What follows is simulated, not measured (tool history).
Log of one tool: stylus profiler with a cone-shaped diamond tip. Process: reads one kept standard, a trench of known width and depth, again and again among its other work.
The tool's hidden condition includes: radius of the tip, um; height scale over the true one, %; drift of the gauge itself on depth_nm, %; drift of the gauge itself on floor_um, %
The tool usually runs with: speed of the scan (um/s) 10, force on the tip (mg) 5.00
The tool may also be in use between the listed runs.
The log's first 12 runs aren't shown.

run   hour  speed of the scan (um/s)  force on the tip (mg)  scans with this tip  hours of work since the height scale was calibrated  depth of the trench (angstrom)  width of the trench's floor (µm)
 13  376.3                        14                   5.00                 2646                                                  425                          2054.9                             98.03
 14  396.6                        14                   5.00                 2734                                                  439                          2054.8                             98.03
     400.8  -- height scale calibrated on a step standard
 15  431.4                        14                   5.00                 2884                                                   21                          2054.7                             98.02
 16  467.3                        14                   5.00                 3041                                                   47                          2055.2                             97.97
 17  493.9                        19                   4.53                 3158                                                   65                          2053.5                             97.91
 18  519.3                        21                   4.32                 3268                                                   83                          2051.2                             98.00
 19  555.4                        17                   4.32                 3426                                                  108                          2052.3                             97.99
 20  596.7                        17                   4.32                 3607                                                  137                          2051.9                             97.94
     609.2  -- height scale calibrated on a step standard, once more
 21  646.0                        14                   2.13                 3820                                                   26                          2029.2                             97.89
 22  675.7                        37                   8.25                 3950                                                   47                          2072.9                             97.91
 23  711.3                        37                   8.25                 4105                                                   72                          2073.9                             97.88

Run 24 comes next. What will it give?
 24  744.6                        37                   8.25                 4251                                                   95                               ?                                 ?

Run 24 measured depth of the trench (angstrom) 2073.7, width of the trench's floor (µm) 97.89.
If the tool had no hidden condition, the same run with the same run-to-run variation would have returned depth of the trench (angstrom) 2072.5, width of the trench's floor (µm) 98.20.
